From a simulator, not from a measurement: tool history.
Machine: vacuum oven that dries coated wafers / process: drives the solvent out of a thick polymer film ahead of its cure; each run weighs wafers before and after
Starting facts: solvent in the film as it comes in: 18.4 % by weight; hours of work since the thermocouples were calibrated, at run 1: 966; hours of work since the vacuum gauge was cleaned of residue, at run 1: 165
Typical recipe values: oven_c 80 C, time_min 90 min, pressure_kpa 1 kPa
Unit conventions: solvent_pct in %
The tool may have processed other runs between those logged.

run,hour,oven_c,time_min,pressure_kpa,hours of work since the thermocouples were calibrated,hours of work since the vacuum gauge was cleaned of residue,solvent_pct
1,0,80,90,1,966,165,2.34
2,8.4,80,90,0.84,972,172,2.24
3,14.3,80,90,0.84,977,176,2.29
4,23,80,90,0.84,983,183,2.34
5,36.5,80,90,1,993,193,2.31
6,49.4,93,90,1,1003,203,0.46
7,58.3,80,90,3.52,1010,210,3.4
8,69,87,90,3.52,1018,218,1.8
9,79.2,87,90,3.52,1026,226,1.85
10,85.1,87,90,3.52,1031,231,1.84
11,95.9,87,90,3.52,1039,239,1.83
# hour 108.1: oven's thermocouples calibrated
12,109.4,87,90,2.01,1,248,1.32
13,118.6,78,90,2.01,8,255,3.37
14,125.7,80,90,1,13,260,2.43
15,131.9,80,90,2.32,18,265,2.93
16,144.3,80,90,1,28,274,2.36
17,156.5,80,90,1,37,284,2.39
18,166.9,80,90,1,45,292,2.36
19,179.2,80,90,1,54,301,2.33
20,189.3,80,90,1,62,309,2.37
21,200.5,80,90,1,71,317,2.33
22,207.4,80,90,1,76,322,2.33
23,220,80,46,1,86,332,5.51
24,226.9,80,46,1,91,337,5.61
25,233.6,80,46,1,96,342,5.55
26,245.2,80,46,1,105,351,5.59
27,258.3,80,46,1,115,361,5.61
28,264.9,80,82,1.51,120,366,2.91
29,276.9,81,83,0.51,129,376,2.23
30,288.9,92,49,0.57,138,385,1.62
31,302.4,68,61,1,149,395,8.36
32,313.6,68,151,1,157,404,3.79
33,325.4,68,78,0.87,166,413,7.06
34,335.2,68,78,0.87,174,420,7.11
35,347.4,68,78,0.87,183,429,7.07
36,357.5,75,90,0.6,191,437,3.67
37,370.4,75,90,0.6,200,447,3.69
38,382.3,90,69,0.6,210,456,1
39,391.4,93,69,2.18,216,463,1.04
40,399.4,93,69,1.99,223,469,1
41,408.1,93,69,1.99,229,476,0.96
42,416.3,93,69,1.99,236,482,0.98
43,423.1,69,108,1.99,241,487,5.65
44,433.9,69,108,1.99,249,496,5.59
45,444.4,73,64,1,257,504,6.38
46,457.4,75,90,1,267,514,3.84
47,467.4,94,90,0.87,275,521,0.36
48,478.9,91,109,0.63,283,530,0.31

Each row is a separate what-if for the run after 48, all from the same tool condition, not one after another. Results?
A,490.7,90,140,1.64,292,539,?
B,490.7,79,61,0.87,292,539,?
C,490.7,80,109,0.63,292,539,?

run,solvent_pct
A,0.55
B,4.4
C,1.5
Had the tool no hidden state, the same runs would have come out as:
run,solvent_pct
A,0.55
B,4.4
C,1.51

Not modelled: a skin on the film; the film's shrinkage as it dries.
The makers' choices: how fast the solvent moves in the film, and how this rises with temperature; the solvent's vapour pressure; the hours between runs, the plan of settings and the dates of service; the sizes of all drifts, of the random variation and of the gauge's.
